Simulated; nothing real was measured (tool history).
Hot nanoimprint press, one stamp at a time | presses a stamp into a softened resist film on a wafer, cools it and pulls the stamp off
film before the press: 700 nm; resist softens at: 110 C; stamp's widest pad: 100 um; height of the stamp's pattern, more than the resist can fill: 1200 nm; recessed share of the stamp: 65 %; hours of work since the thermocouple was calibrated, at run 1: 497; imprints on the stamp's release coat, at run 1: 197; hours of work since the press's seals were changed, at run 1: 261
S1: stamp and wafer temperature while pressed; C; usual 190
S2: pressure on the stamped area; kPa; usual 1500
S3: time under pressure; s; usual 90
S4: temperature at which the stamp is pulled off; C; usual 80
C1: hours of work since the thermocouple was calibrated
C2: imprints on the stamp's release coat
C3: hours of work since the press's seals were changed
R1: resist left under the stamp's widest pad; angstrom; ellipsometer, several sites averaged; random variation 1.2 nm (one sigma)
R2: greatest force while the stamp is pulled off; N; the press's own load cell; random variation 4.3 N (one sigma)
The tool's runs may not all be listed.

run   hour   S1    S2  S3  S4   C1   C2   C3    R1   R2
  1    0.0  190  1500  90  80  497  197  261  4151  218
  2   10.5  190  1500  90  80  504  225  269  4133  225
  3   21.3  190  1500  90  80  512  253  276  4111  222
      39.0  -- plate thermocouple calibrated
  4   39.6  190  1060  90  80    0  293  287  4785  233
  5   53.4  190  1060  90  80   10  329  297  4816  226
  6   61.9  199  1500  90  80   16  351  303  3039  230
  7   70.3  190  1500  90  80   22  373  309  4116  232
  8   81.2  200  2010  90  80   30  402  316  2488  232
  9   87.7  200  2010  90  80   34  419  321  2477  234
 10   97.5  191  1690  66  80   41  444  328  4098  242
 11  106.5  193  1050  90  80   48  468  334  4413  236
 12  113.5  193  1050  90  80   53  486  339  4441  234
 13  126.0  199  1050  63  80   62  519  348  4092  234
     130.4  -- plate thermocouple calibrated, once more
 14  136.8  199  1050  63  80    5  539  354  4224  245

The same runs without the tool's hidden state, with the same run-to-run variation:
The hidden state here: true temperature over the reading, C; pressure that arrives at the usual setting, %; grip of the stamp's worn release coat, % over a new coat's; drift of the gauge itself on residual_nm, %; drift of the gauge itself on pull_off_n, %.
run    R1   R2
  1  4201  208
  2  4182  214
  3  4161  209
  4  4859  217
  5  4892  209
  6  3084  211
  7  4182  212
  8  2515  210
  9  2503  211
 10  4157  216
 11  4490  210
 12  4518  207
 13  4161  205
 14  4193  209
